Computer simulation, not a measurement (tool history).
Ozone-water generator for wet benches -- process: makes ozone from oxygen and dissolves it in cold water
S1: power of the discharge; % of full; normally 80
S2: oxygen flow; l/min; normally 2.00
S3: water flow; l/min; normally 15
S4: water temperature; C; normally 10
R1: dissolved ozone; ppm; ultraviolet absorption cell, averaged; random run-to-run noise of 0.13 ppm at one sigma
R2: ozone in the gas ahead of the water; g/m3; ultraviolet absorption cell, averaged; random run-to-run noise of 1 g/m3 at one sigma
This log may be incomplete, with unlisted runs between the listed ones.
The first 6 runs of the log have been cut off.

run 7 day=23.488 | S1=80 S2=2.00 S3=15 S4=10 | R1=12.9 R2=175.9
run 8 day=27.650 | S1=80 S2=2.00 S3=15 S4=10 | R1=13.4 R2=176.2
run 9 day=31.175 | S1=80 S2=2.00 S3=15 S4=10 | R1=13.5 R2=177.0
run 10 day=33.512 | S1=80 S2=2.00 S3=15 S4=10 | R1=13.5 R2=177.5
run 11 day=35.721 | S1=80 S2=2.00 S3=17 S4=10 | R1=11.7 R2=176.3
run 12 day=39.800 | S1=80 S2=1.13 S3=17 S4=10 | R1=9.4 R2=224.0
run 13 day=43.917 | S1=80 S2=1.13 S3=17 S4=10 | R1=9.3 R2=222.9
run 14 day=48.546 | S1=80 S2=1.13 S3=17 S4=10 | R1=9.2 R2=224.0
run 15 day=52.888 | S1=80 S2=2.38 S3=15 S4=10 | R1=14.1 R2=165.5
run 16 day=55.425 | S1=80 S2=2.00 S3=18 S4=10 | R1=11.0 R2=176.2
run 17 day=59.167 | S1=56 S2=2.15 S3=13 S4=11 | R1=12.3 R2=134.7
run 18 day=62.283 | S1=80 S2=1.24 S3=13 S4=10 | R1=12.9 R2=218.0
run 19 day=67.212 | S1=65 S2=2.00 S3=13 S4=6 | R1=14.0 R2=155.1
run 20 day=72.396 | S1=65 S2=1.01 S3=13 S4=7 | R1=10.6 R2=202.0
run 21 day=77.204 | S1=80 S2=2.00 S3=15 S4=5 | R1=13.7 R2=177.5
run 22 day=80.167 | S1=42 S2=1.23 S3=17 S4=6 | R1=6.4 R2=141.0
run 23 day=83.179 | S1=42 S2=1.23 S3=14 S4=8 | R1=7.7 R2=141.1
run 24 day=86.254 | S1=99 S2=2.42 S3=15 S4=14 | R1=15.8 R2=191.3
run 25 day=91.096 | S1=42 S2=2.16 S3=12 S4=8 | R1=11.0 R2=109.5
run 26 day=96.517 | S1=80 S2=2.40 S3=9 S4=9 | R1=22.7 R2=165.8
run 27 day=101.938 | S1=61 S2=2.49 S3=20 S4=13 | R1=8.6 R2=138.5

Run 28 comes next. What will it give?
run 28 day=106.612 | S1=61 S2=2.49 S3=20 S4=13 | R1=? R2=?

For run 28 the tool returned R1 8.6 ppm, R2 136.3 g/m3.
With no hidden state in the tool, this same run would have given R1 8.6 ppm, R2 133.1 g/m3.
